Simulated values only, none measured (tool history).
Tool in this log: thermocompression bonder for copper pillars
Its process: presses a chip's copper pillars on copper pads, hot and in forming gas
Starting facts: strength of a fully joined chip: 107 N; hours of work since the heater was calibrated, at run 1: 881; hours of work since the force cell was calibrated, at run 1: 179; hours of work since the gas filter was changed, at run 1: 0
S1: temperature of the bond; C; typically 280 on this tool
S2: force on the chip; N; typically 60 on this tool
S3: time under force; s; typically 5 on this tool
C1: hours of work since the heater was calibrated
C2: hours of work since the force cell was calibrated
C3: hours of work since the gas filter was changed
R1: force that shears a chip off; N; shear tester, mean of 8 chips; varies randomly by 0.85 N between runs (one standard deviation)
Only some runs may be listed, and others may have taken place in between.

Run 1, hour 0: usual settings; C1 881; C2 179; C3 0. Result: R1 65.7 N.
Run 2, hour 12.2: usual settings; C1 887; C2 184; C3 6. Result: R1 63.1 N.
Run 3, hour 33.3: usual settings but S1 259 C; C1 897; C2 194; C3 16. Result: R1 50.2 N.
Run 4, hour 52.9: usual settings but S1 259 C, S3 3 s; C1 906; C2 204; C3 25. Result: R1 42.4 N.
Run 5, hour 71.5: usual settings but S1 259 C, S3 3 s; C1 915; C2 213; C3 34. Result: R1 42.7 N.
Run 6, hour 86.5: usual settings but S1 284 C; C1 922; C2 220; C3 41. Result: R1 65.4 N.
Run 7, hour 96.4: usual settings but S1 284 C; C1 927; C2 224; C3 46. Result: R1 64.5 N.
Run 8, hour 107: usual settings but S1 284 C; C1 932; C2 229; C3 51. Result: R1 66.1 N.
Run 9, hour 125.3: usual settings; C1 940; C2 238; C3 59. Result: R1 60.9 N.
Run 10, hour 138.8: usual settings but S3 3 s; C1 947; C2 244; C3 66. Result: R1 53.1 N.
Run 11, hour 154.2: usual settings but S2 55 N, S3 3 s; C1 954; C2 252; C3 73. Result: R1 48.8 N.
Run 12, hour 176.4: usual settings but S2 55 N, S3 3 s; C1 964; C2 262; C3 83. Result: R1 49.5 N.
Run 13, hour 191.4: usual settings but S2 55 N, S3 3 s; C1 972; C2 269; C3 90. Result: R1 48.4 N.
Run 14, hour 212.9: usual settings but S2 56 N; C1 982; C2 279; C3 101. Result: R1 57.6 N.
At hour 232: heater calibrated with a thermocouple chip.
Run 15, hour 232: usual settings but S2 56 N, S3 8 s; C1 0; C2 287; C3 109. Result: R1 70.3 N.
At hour 235: force cell calibrated.
Run 16, hour 248.5: usual settings but S3 4 s; C1 7; C2 6; C3 116. Result: R1 58.2 N.
Run 17, hour 261: usual settings but S3 4 s; C1 13; C2 12; C3 122. Result: R1 59.7 N.
Run 18, hour 282.1: usual settings but S3 4 s; C1 23; C2 22; C3 132. Result: R1 58.6 N.
Run 19, hour 301.3: usual settings; C1 32; C2 31; C3 141. Result: R1 61.9 N.
At hour 311.9: force cell calibrated, once more.
Run 20, hour 319.1: usual settings; C1 40; C2 3; C3 148. Result: R1 62.7 N.
Run 21, hour 329.2: usual settings; C1 45; C2 8; C3 153. Result: R1 62.7 N.

The next listed run, before its measurement:
Run 22, hour 343.7: usual settings; C1 51; C2 15; C3 160. Result: R1 ?.

{"run 22": {"R1": 62.5}}
Take away the tool's hidden state, keep the run-to-run variation as it was, and the same run would have given R1 68.2 N.

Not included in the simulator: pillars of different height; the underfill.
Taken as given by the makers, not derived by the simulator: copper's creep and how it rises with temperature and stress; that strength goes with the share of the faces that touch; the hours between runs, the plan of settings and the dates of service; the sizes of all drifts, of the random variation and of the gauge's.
